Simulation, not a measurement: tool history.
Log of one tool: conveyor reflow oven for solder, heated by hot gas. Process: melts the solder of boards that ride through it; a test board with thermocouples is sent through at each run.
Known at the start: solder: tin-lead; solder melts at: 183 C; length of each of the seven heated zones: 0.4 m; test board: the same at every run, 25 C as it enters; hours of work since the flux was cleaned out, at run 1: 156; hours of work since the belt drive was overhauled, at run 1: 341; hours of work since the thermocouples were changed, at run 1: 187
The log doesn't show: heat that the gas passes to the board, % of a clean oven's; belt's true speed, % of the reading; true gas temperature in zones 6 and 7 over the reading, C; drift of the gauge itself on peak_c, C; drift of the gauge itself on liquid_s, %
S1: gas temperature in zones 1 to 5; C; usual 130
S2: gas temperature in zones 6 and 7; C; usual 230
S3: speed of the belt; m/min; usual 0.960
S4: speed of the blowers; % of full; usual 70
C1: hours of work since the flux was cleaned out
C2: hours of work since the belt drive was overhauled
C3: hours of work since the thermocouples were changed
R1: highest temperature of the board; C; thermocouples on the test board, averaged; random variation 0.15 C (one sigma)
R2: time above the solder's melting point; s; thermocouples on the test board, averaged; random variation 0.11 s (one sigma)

run   hour   S1   S2     S3  S4   C1   C2   C3     R1    R2
  1    0.0  130  230  0.960  70  156  341  187  213.4  33.5
  2   24.0  130  229  0.960  70  167  353  199  212.6  33.1
  3   46.9  130  224  0.960  70  178  363  210  207.9  30.4
  4   69.6  130  230  0.960  70  189  374  220  213.4  33.9
  5  108.2  130  230  0.997  70  207  392  238  212.0  31.5
  6  147.6  130  230  0.997  70  226  411  257  212.2  31.7
  7  184.4  130  230  0.997  70  243  428  274  212.1  31.6
  8  210.7  130  223  0.960  70  256  441  287  207.3  30.0
  9  234.3  130  223  0.960  70  267  452  298  207.0  30.0
 10  252.0  130  230  0.960  70  275  460  306  213.2  33.6
 11  290.0  130  230  0.960  70  293  478  324  213.2  33.6
 12  327.0  130  230  0.960  70  311  496  342  213.4  33.5
 13  348.0  130  230  0.976  70  320  506  352  212.7  32.7
 14  378.4  118  230  0.960  70  335  520  366  211.3  30.2
     407.3  -- flux residue cleaned out of gas plates and filters
 15  416.8  127  230  0.960  70    4  536  382  212.5  32.9
 16  449.8  127  230  0.960  70   20  551  397  212.7  33.1
 17  466.4  130  230  0.774  85   28  559  405  221.1  48.5
 18  485.3  130  230  0.774  85   37  568  414  221.1  48.2
 19  507.3  129  237  0.970  79   47  578  425  220.7  36.9
 20  543.6  121  230  0.960  70   64  596  442  211.7  31.2
 21  565.6  121  230  0.960  70   75  606  452  212.0  30.9
 22  599.6  121  230  0.960  70   91  622  468  211.6  31.0
 23  621.0  120  239  0.840  62  101  632  478  222.4  41.8
 24  643.6  134  223  0.859  70  112  643  489  211.1  38.0
 25  669.8  130  226  0.960  67  124  655  501  209.1  31.2
 26  706.9  119  230  0.960  63  141  673  519  209.9  29.2
 27  724.7  143  239  1.064  78  150  681  527  221.5  36.4
 28  746.6  121  244  0.770  74  160  691  538  232.5  51.2
 29  763.9  141  242  1.084  57  168  700  546  218.4  33.8
 30  791.3  116  229  1.144  81  181  713  559  205.3  21.4

Forecast each of these 4 alternatives for the next run:
  A  832.3  132  229  1.144  67  201  732  578   ?   ?
  B  832.3  135  229  0.903  84  201  732  578   ?   ?
  C  832.3  118  223  0.960  70  201  732  578   ?   ?
  D  832.3  116  229  1.144  64  201  732  578   ?   ?

run     R1    R2
  A  206.2  23.7
  B  217.0  39.7
  C  205.1  26.4
  D  201.4  18.2
Without the tool's hidden state the same runs would have given:
run     R1    R2
  A  206.3  23.7
  B  217.0  39.7
  C  205.1  26.5
  D  201.4  18.2

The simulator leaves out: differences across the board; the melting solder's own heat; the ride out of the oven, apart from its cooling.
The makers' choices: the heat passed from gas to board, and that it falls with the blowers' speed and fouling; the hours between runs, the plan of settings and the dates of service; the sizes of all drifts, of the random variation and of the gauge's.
